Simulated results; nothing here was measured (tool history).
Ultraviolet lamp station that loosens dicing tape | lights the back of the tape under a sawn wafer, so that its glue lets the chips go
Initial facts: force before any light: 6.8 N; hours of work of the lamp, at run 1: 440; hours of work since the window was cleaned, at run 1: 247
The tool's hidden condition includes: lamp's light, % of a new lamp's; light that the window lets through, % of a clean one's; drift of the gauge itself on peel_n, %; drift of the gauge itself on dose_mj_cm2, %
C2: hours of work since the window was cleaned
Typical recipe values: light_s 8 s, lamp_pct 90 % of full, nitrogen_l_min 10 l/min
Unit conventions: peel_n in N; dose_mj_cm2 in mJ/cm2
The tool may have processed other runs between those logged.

{"run": 1, "hour": 0.0, "light_s": 8, "lamp_pct": 90, "nitrogen_l_min": 10, "hours of work of the lamp": 440, "C2": 247, "peel_n": 0.242, "dose_mj_cm2": 282}
{"run": 2, "hour": 8.7, "light_s": 8, "lamp_pct": 71, "nitrogen_l_min": 10, "hours of work of the lamp": 446, "C2": 253, "peel_n": 0.344, "dose_mj_cm2": 221}
{"run": 3, "hour": 23.2, "light_s": 8, "lamp_pct": 71, "nitrogen_l_min": 18, "hours of work of the lamp": 457, "C2": 264, "peel_n": 0.252, "dose_mj_cm2": 225}
{"run": 4, "hour": 42.8, "light_s": 8, "lamp_pct": 74, "nitrogen_l_min": 18, "hours of work of the lamp": 471, "C2": 278, "peel_n": 0.253, "dose_mj_cm2": 230}
{"run": 5, "hour": 56.7, "light_s": 8, "lamp_pct": 86, "nitrogen_l_min": 10, "hours of work of the lamp": 481, "C2": 288, "peel_n": 0.261, "dose_mj_cm2": 267}
{"run": 6, "hour": 75.2, "light_s": 8, "lamp_pct": 86, "nitrogen_l_min": 10, "hours of work of the lamp": 494, "C2": 301, "peel_n": 0.261, "dose_mj_cm2": 270}
{"run": 7, "hour": 91.4, "light_s": 8, "lamp_pct": 90, "nitrogen_l_min": 10, "hours of work of the lamp": 506, "C2": 313, "peel_n": 0.265, "dose_mj_cm2": 275}
{"run": 8, "hour": 110.3, "light_s": 8, "lamp_pct": 90, "nitrogen_l_min": 10, "hours of work of the lamp": 520, "C2": 327, "peel_n": 0.241, "dose_mj_cm2": 275}
{"run": 9, "hour": 129.7, "light_s": 8, "lamp_pct": 86, "nitrogen_l_min": 10, "hours of work of the lamp": 534, "C2": 341, "peel_n": 0.263, "dose_mj_cm2": 261}
{"run": 10, "hour": 140.3, "light_s": 8, "lamp_pct": 80, "nitrogen_l_min": 10, "hours of work of the lamp": 541, "C2": 349, "peel_n": 0.306, "dose_mj_cm2": 243}
{"run": 11, "hour": 153.4, "light_s": 8, "lamp_pct": 80, "nitrogen_l_min": 10, "hours of work of the lamp": 551, "C2": 358, "peel_n": 0.306, "dose_mj_cm2": 243}
{"run": 12, "hour": 169.3, "light_s": 8, "lamp_pct": 80, "nitrogen_l_min": 10, "hours of work of the lamp": 562, "C2": 370, "peel_n": 0.303, "dose_mj_cm2": 241}
{"run": 13, "hour": 178.7, "light_s": 8, "lamp_pct": 80, "nitrogen_l_min": 10, "hours of work of the lamp": 569, "C2": 376, "peel_n": 0.311, "dose_mj_cm2": 239}
{"run": 14, "hour": 194.3, "light_s": 8, "lamp_pct": 80, "nitrogen_l_min": 10, "hours of work of the lamp": 580, "C2": 388, "peel_n": 0.292, "dose_mj_cm2": 241}
{"run": 15, "hour": 202.8, "light_s": 8, "lamp_pct": 80, "nitrogen_l_min": 10, "hours of work of the lamp": 587, "C2": 394, "peel_n": 0.312, "dose_mj_cm2": 237}
{"run": 16, "hour": 220.7, "light_s": 8, "lamp_pct": 80, "nitrogen_l_min": 10, "hours of work of the lamp": 600, "C2": 407, "peel_n": 0.292, "dose_mj_cm2": 236}
{"run": 17, "hour": 234.7, "light_s": 8, "lamp_pct": 90, "nitrogen_l_min": 9, "hours of work of the lamp": 610, "C2": 417, "peel_n": 0.283, "dose_mj_cm2": 268}
{"run": 18, "hour": 252.4, "light_s": 8, "lamp_pct": 90, "nitrogen_l_min": 9, "hours of work of the lamp": 623, "C2": 430, "peel_n": 0.284, "dose_mj_cm2": 262}

Run 19, settings as shown, results not yet in. Your forecast:
{"run": 19, "hour": 262.8, "light_s": 5, "lamp_pct": 64, "nitrogen_l_min": 9, "hours of work of the lamp": 630, "C2": 437, "peel_n": "?", "dose_mj_cm2": "?"}

{"run 19": {"peel_n": 1.116, "dose_mj_cm2": 115}}
Were there no unlogged condition in the tool, this run, its random variation unchanged, would have produced peel_n 0.81 N, dose_mj_cm2 139 mJ/cm2.
